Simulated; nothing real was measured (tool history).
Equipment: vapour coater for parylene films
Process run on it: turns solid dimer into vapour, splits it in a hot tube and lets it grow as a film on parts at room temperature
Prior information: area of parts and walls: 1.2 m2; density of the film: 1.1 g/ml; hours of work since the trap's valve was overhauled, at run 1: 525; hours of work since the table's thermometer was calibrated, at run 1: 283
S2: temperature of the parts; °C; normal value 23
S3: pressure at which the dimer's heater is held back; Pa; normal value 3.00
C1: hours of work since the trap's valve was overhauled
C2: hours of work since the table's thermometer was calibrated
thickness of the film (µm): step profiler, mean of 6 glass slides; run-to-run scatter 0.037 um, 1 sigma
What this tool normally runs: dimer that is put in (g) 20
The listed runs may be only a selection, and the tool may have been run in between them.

{"run": 1, "hour": 0.0, "dimer that is put in (g)": 20, "S2": 23, "S3": 3.0, "C1": 525, "C2": 283, "thickness of the film (µm)": 7.99}
{"hour": 10.2, "done": "trap's valve overhauled"}
{"run": 2, "hour": 18.7, "dimer that is put in (g)": 20, "S2": 23, "S3": 3.0, "C1": 5, "C2": 291, "thickness of the film (µm)": 8.79}
{"run": 3, "hour": 33.9, "dimer that is put in (g)": 20, "S2": 23, "S3": 3.0, "C1": 14, "C2": 300, "thickness of the film (µm)": 8.78}
{"run": 4, "hour": 49.2, "dimer that is put in (g)": 20, "S2": 23, "S3": 3.0, "C1": 22, "C2": 308, "thickness of the film (µm)": 8.79}
{"run": 5, "hour": 61.4, "dimer that is put in (g)": 14, "S2": 23, "S3": 3.0, "C1": 29, "C2": 315, "thickness of the film (µm)": 6.19}
{"run": 6, "hour": 70.1, "dimer that is put in (g)": 14, "S2": 23, "S3": 3.0, "C1": 34, "C2": 320, "thickness of the film (µm)": 6.12}
{"run": 7, "hour": 78.3, "dimer that is put in (g)": 14, "S2": 23, "S3": 3.0, "C1": 39, "C2": 325, "thickness of the film (µm)": 6.13}
{"run": 8, "hour": 86.8, "dimer that is put in (g)": 14, "S2": 23, "S3": 3.0, "C1": 44, "C2": 330, "thickness of the film (µm)": 6.14}
{"run": 9, "hour": 102.2, "dimer that is put in (g)": 14, "S2": 23, "S3": 3.0, "C1": 53, "C2": 339, "thickness of the film (µm)": 6.13}
{"run": 10, "hour": 108.9, "dimer that is put in (g)": 20, "S2": 19, "S3": 3.0, "C1": 56, "C2": 342, "thickness of the film (µm)": 9.41}
{"run": 11, "hour": 118.7, "dimer that is put in (g)": 20, "S2": 19, "S3": 3.0, "C1": 62, "C2": 348, "thickness of the film (µm)": 9.28}
{"run": 12, "hour": 131.0, "dimer that is put in (g)": 20, "S2": 19, "S3": 3.0, "C1": 69, "C2": 355, "thickness of the film (µm)": 9.3}
{"run": 13, "hour": 138.3, "dimer that is put in (g)": 20, "S2": 19, "S3": 3.0, "C1": 73, "C2": 359, "thickness of the film (µm)": 9.3}
{"run": 14, "hour": 152.1, "dimer that is put in (g)": 20, "S2": 19, "S3": 3.0, "C1": 81, "C2": 367, "thickness of the film (µm)": 9.29}
{"run": 15, "hour": 164.6, "dimer that is put in (g)": 20, "S2": 19, "S3": 3.0, "C1": 88, "C2": 374, "thickness of the film (µm)": 9.18}
{"run": 16, "hour": 173.6, "dimer that is put in (g)": 20, "S2": 19, "S3": 3.0, "C1": 93, "C2": 379, "thickness of the film (µm)": 9.24}
{"run": 17, "hour": 182.8, "dimer that is put in (g)": 20, "S2": 23, "S3": 2.66, "C1": 99, "C2": 385, "thickness of the film (µm)": 8.95}
{"run": 18, "hour": 195.4, "dimer that is put in (g)": 9, "S2": 16, "S3": 6.53, "C1": 106, "C2": 392, "thickness of the film (µm)": 3.83}
{"run": 19, "hour": 204.7, "dimer that is put in (g)": 9, "S2": 16, "S3": 6.53, "C1": 111, "C2": 397, "thickness of the film (µm)": 3.83}
{"run": 20, "hour": 211.2, "dimer that is put in (g)": 36, "S2": 19, "S3": 3.68, "C1": 115, "C2": 401, "thickness of the film (µm)": 16.03}
{"run": 21, "hour": 225.5, "dimer that is put in (g)": 20, "S2": 22, "S3": 2.59, "C1": 123, "C2": 409, "thickness of the film (µm)": 9.06}
{"run": 22, "hour": 236.6, "dimer that is put in (g)": 14, "S2": 18, "S3": 2.6, "C1": 129, "C2": 415, "thickness of the film (µm)": 6.75}
{"run": 23, "hour": 249.3, "dimer that is put in (g)": 14, "S2": 18, "S3": 2.6, "C1": 136, "C2": 423, "thickness of the film (µm)": 6.75}
{"run": 24, "hour": 259.0, "dimer that is put in (g)": 20, "S2": 23, "S3": 2.17, "C1": 142, "C2": 428, "thickness of the film (µm)": 9.09}
{"run": 25, "hour": 273.8, "dimer that is put in (g)": 9, "S2": 16, "S3": 2.17, "C1": 150, "C2": 437, "thickness of the film (µm)": 4.6}
{"run": 26, "hour": 283.9, "dimer that is put in (g)": 30, "S2": 22, "S3": 3.96, "C1": 156, "C2": 442, "thickness of the film (µm)": 12.5}
{"run": 27, "hour": 292.9, "dimer that is put in (g)": 30, "S2": 22, "S3": 3.96, "C1": 161, "C2": 447, "thickness of the film (µm)": 12.56}
{"run": 28, "hour": 301.4, "dimer that is put in (g)": 12, "S2": 27, "S3": 2.32, "C1": 166, "C2": 452, "thickness of the film (µm)": 5.03}
{"run": 29, "hour": 313.2, "dimer that is put in (g)": 29, "S2": 23, "S3": 3.0, "C1": 173, "C2": 459, "thickness of the film (µm)": 12.48}
{"run": 30, "hour": 324.9, "dimer that is put in (g)": 14, "S2": 22, "S3": 3.0, "C1": 180, "C2": 466, "thickness of the film (µm)": 6.09}
{"run": 31, "hour": 339.9, "dimer that is put in (g)": 26, "S2": 33, "S3": 5.72, "C1": 188, "C2": 474, "thickness of the film (µm)": 8.46}
{"run": 32, "hour": 353.4, "dimer that is put in (g)": 20, "S2": 30, "S3": 2.34, "C1": 196, "C2": 482, "thickness of the film (µm)": 8.03}
{"run": 33, "hour": 361.3, "dimer that is put in (g)": 20, "S2": 30, "S3": 2.34, "C1": 200, "C2": 486, "thickness of the film (µm)": 8.01}
{"run": 34, "hour": 368.7, "dimer that is put in (g)": 13, "S2": 29, "S3": 5.74, "C1": 205, "C2": 491, "thickness of the film (µm)": 4.53}

3 ways to go on from here, each from the tool as it stands after run 34. What would each give?
{"run": "A", "hour": 378.6, "dimer that is put in (g)": 13, "S2": 29, "S3": 8.17, "C1": 210, "C2": 496, "thickness of the film (µm)": "?"}
{"run": "B", "hour": 378.6, "dimer that is put in (g)": 13, "S2": 30, "S3": 5.74, "C1": 210, "C2": 496, "thickness of the film (µm)": "?"}
{"run": "C", "hour": 378.6, "dimer that is put in (g)": 16, "S2": 29, "S3": 5.74, "C1": 210, "C2": 496, "thickness of the film (µm)": "?"}

run=A thickness_of_the_film_(µm)=4.24
run=B thickness_of_the_film_(µm)=4.41
run=C thickness_of_the_film_(µm)=5.59
Had the tool no hidden state, the same runs would have come out as:
run=A thickness_of_the_film_(µm)=4.40
run=B thickness_of_the_film_(µm)=4.57
run=C thickness_of_the_film_(µm)=5.79
